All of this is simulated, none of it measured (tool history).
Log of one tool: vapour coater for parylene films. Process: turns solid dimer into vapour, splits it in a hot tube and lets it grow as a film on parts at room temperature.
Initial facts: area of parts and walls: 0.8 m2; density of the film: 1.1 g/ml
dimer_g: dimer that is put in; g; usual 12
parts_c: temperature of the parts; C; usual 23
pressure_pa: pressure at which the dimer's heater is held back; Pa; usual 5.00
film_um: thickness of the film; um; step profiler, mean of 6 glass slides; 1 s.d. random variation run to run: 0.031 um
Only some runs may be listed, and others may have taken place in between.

run	hour	dimer_g	parts_c	pressure_pa	film_um
1	0.0	12	23	5.00	6.66
2	14.0	12	23	5.00	6.67
3	32.6	15	23	5.00	8.31
4	47.0	15	23	5.00	8.29
5	78.4	9	23	5.00	4.97
6	93.3	15	23	5.00	8.25
7	109.6	12	23	5.00	6.48
8	125.4	18	23	5.00	9.76
9	144.3	18	23	5.00	9.85
10	170.5	12	27	5.00	5.28
# hour 187.4: trap's valve overhauled
11	191.9	12	27	5.00	4.95
12	218.3	12	27	5.00	4.93
13	249.8	12	27	5.00	4.87
14	269.4	12	27	5.00	4.86
15	284.5	12	23	5.00	5.93
# hour 305.6: trap's valve overhauled, once more
16	314.5	12	28	5.00	5.64
17	332.8	12	28	5.00	5.62
18	348.3	12	28	5.00	5.54
19	364.9	11	23	5.00	6.54
20	387.7	11	23	5.00	6.54
21	401.3	11	23	5.00	6.50
22	431.9	12	23	5.00	7.02
23	453.0	12	23	2.74	7.61
24	471.4	10	23	7.55	5.51
25	500.1	10	23	7.55	5.56
26	521.5	17	23	2.71	10.62
27	534.9	8	23	4.80	4.72
28	562.2	8	23	4.80	4.66
29	591.1	8	23	4.80	4.63
30	611.7	8	23	4.80	4.62
31	643.5	8	23	4.80	4.60
32	669.4	6	23	2.67	3.70
33	688.4	6	29	8.77	2.37
34	704.0	9	29	7.91	3.56
35	720.5	9	29	7.91	3.58
36	741.0	20	26	3.14	10.31
37	771.9	20	15	6.93	16.04
38	799.2	9	28	5.00	3.90
39	830.3	9	28	5.00	3.90
40	860.9	6	28	4.15	2.64
41	891.8	19	19	5.00	12.75
# hour 915.2: trap's valve overhauled
42	918.7	19	15	3.33	18.21
43	938.8	20	15	4.08	18.46
44	958.4	20	15	4.08	18.55
45	978.3	11	22	8.32	6.49
46	1004.9	11	22	8.32	6.49

Branching from run 46: 5 alternative next runs. What would each branch give?
A	1027.5	18	23	4.43	?
B	1027.5	12	15	5.00	?
C	1027.5	7	26	2.16	?
D	1027.5	11	20	8.32	?
E	1027.5	12	23	6.59	?

run	film_um
A	10.96
B	10.73
C	4.03
D	7.12
E	6.95
The same runs, with their run-to-run variation unchanged, on a tool lacking any hidden condition would have given:
run	film_um
A	10.83
B	10.60
C	3.98
D	7.03
E	6.87
